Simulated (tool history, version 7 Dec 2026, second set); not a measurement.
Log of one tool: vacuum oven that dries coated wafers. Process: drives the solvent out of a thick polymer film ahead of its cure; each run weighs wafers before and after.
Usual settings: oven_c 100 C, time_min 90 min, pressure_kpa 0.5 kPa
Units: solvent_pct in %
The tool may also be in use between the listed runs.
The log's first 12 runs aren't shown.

Run 13, day 7.246: usual settings. Result: solvent_pct 0.93 %.
Run 14, day 8.129: usual settings. Result: solvent_pct 0.94 %.
Run 15, day 8.954: usual settings. Result: solvent_pct 0.96 %.
Run 16, day 9.683: usual settings but time_min 93 min. Result: solvent_pct 0.91 %.
Run 17, day 10.383: usual settings but time_min 93 min. Result: solvent_pct 0.91 %.
Run 18, day 11.367: usual settings but time_min 93 min. Result: solvent_pct 0.9 %.
At day 11.483: vacuum gauge cleaned of residue and calibrated.
Run 19, day 12.229: usual settings but time_min 93 min. Result: solvent_pct 0.9 %.
Run 20, day 13.246: usual settings but oven_c 105 C, time_min 138 min, pressure_kpa 1.139 kPa. Result: solvent_pct 0.61 %.
Run 21, day 13.821: usual settings but oven_c 92 C, time_min 108 min, pressure_kpa 1.139 kPa. Result: solvent_pct 1.93 %.
Run 22, day 14.833: usual settings but oven_c 92 C, time_min 108 min, pressure_kpa 1.139 kPa. Result: solvent_pct 1.96 %.
Run 23, day 15.262: usual settings but oven_c 101 C, time_min 98 min, pressure_kpa 1.041 kPa. Result: solvent_pct 1.06 %.
Run 24, day 15.996: usual settings but oven_c 91 C, time_min 98 min, pressure_kpa 0.854 kPa. Result: solvent_pct 2.16 %.
Run 25, day 16.717: usual settings but oven_c 110 C, time_min 144 min, pressure_kpa 0.322 kPa. Result: solvent_pct 0.16 %.
At day 17.471: vacuum gauge cleaned of residue and calibrated, once more.
Run 26, day 17.608: usual settings but time_min 145 min, pressure_kpa 1.657 kPa. Result: solvent_pct 0.96 %.
Run 27, day 18.146: usual settings but oven_c 91 C, time_min 134 min, pressure_kpa 1.173 kPa. Result: solvent_pct 1.54 %.
Run 28, day 18.967: usual settings but oven_c 91 C, time_min 134 min, pressure_kpa 1.173 kPa. Result: solvent_pct 1.55 %.
Run 29, day 19.804: usual settings but time_min 46 min. Result: solvent_pct 2.86 %.
Run 30, day 20.6: usual settings but time_min 46 min. Result: solvent_pct 2.83 %.
Run 31, day 21.225: usual settings but time_min 46 min. Result: solvent_pct 2.82 %.
Run 32, day 21.762: usual settings but time_min 46 min. Result: solvent_pct 2.86 %.
Run 33, day 22.792: usual settings but time_min 46 min. Result: solvent_pct 2.86 %.
Run 34, day 23.596: usual settings but time_min 46 min. Result: solvent_pct 2.87 %.
Run 35, day 24.35: usual settings but time_min 46 min. Result: solvent_pct 2.86 %.
Run 36, day 24.962: usual settings but time_min 74 min. Result: solvent_pct 1.36 %.

4 ways to go on from here, each from the tool as it stands after run 36. What would each give?
Run A, day 25.492: usual settings but time_min 62 min. Result: solvent_pct ?.
Run B, day 25.492: usual settings but oven_c 91 C, time_min 146 min. Result: solvent_pct ?.
Run C, day 25.492: usual settings but oven_c 96 C, time_min 74 min. Result: solvent_pct ?.
Run D, day 25.492: usual settings but oven_c 105 C, time_min 97 min, pressure_kpa 0.372 kPa. Result: solvent_pct ?.

run  solvent_pct
  A         1.85
  B         0.91
  C         1.91
  D         0.41
Without the tool's hidden state the same runs would have given:
run  solvent_pct
  A         2.02
  B         1.01
  C         2.09
  D         0.46
